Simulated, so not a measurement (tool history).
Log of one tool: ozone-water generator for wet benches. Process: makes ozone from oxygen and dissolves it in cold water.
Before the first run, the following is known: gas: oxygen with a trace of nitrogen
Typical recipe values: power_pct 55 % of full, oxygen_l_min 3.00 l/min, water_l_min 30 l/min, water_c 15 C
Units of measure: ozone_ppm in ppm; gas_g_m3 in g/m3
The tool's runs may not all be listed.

run   hour  power_pct  oxygen_l_min  water_l_min  water_c  ozone_ppm  gas_g_m3
  1    0.0         55          3.00           30       15        9.2     159.1
  2   28.1         55          3.00           39       15        6.8     160.8
  3   58.7         55          3.00           39       15        6.8     159.0
  4   85.5         55          3.00           30       15        9.5     159.5
  5  128.1         55          3.00           30       15        9.2     158.4
  6  161.5         55          3.00           30       15        9.1     160.0
  7  187.8         55          3.00           30       15        9.3     158.4
  8  209.9         55          3.00           30       14        9.3     158.9
  9  229.9         55          3.00           30       15        9.4     160.5
 10  255.7         55          3.00           30       15        9.5     157.8
 11  282.7         55          3.00           30       15        9.2     158.4
 12  326.7         55          3.00           30       15        9.3     158.0
 13  366.3         55          3.00           30       15        9.4     157.2
 14  386.5         55          3.00           30       15        9.3     157.4
 15  410.1         55          3.00           30       15        9.3     155.8
 16  437.0         55          3.00           30       15        9.6     158.8
 17  463.0         56          3.19           30       18        9.4     153.5
 18  503.4         56          3.19           30       18        9.5     153.5
 19  540.8         91          3.19           38       18       11.2     236.0
 20  584.5         57          3.10           38       11        7.4     158.5
 21  616.3         76          3.11           26       10       15.1     204.0
 22  657.9         76          3.11           26       10       15.3     202.6
 23  692.8         62          1.86           47       13        5.6     238.0
 24  723.3         55          3.00           40       14        6.7     155.4
 25  742.1         85          1.91           26       14       15.3     312.9
 26  772.7         41          3.26           45       15        4.4     112.3

Consider 5 possible next runs. They are alternatives, not a sequence: every one starts from the tool as it was left by run 26. What does each give?
  A  799.6         55          3.00           30        7          ?         ?
  B  799.6         41          3.26           45       14          ?         ?
  C  799.6         41          3.28           28       10          ?         ?
  D  799.6         41          3.63           45       11          ?         ?
  E  799.6         55          3.00           30        8          ?         ?

run  ozone_ppm  gas_g_m3
  A        9.7     156.9
  B        4.5     111.5
  C        8.0     111.5
  D        4.7     105.7
  E        9.8     154.8
Take away the tool's hidden state, keep each run's random variation, and the runs would have read:
run  ozone_ppm  gas_g_m3
  A        9.7     161.3
  B        4.5     114.6
  C        8.0     114.6
  D        4.7     108.6
  E        9.8     159.1
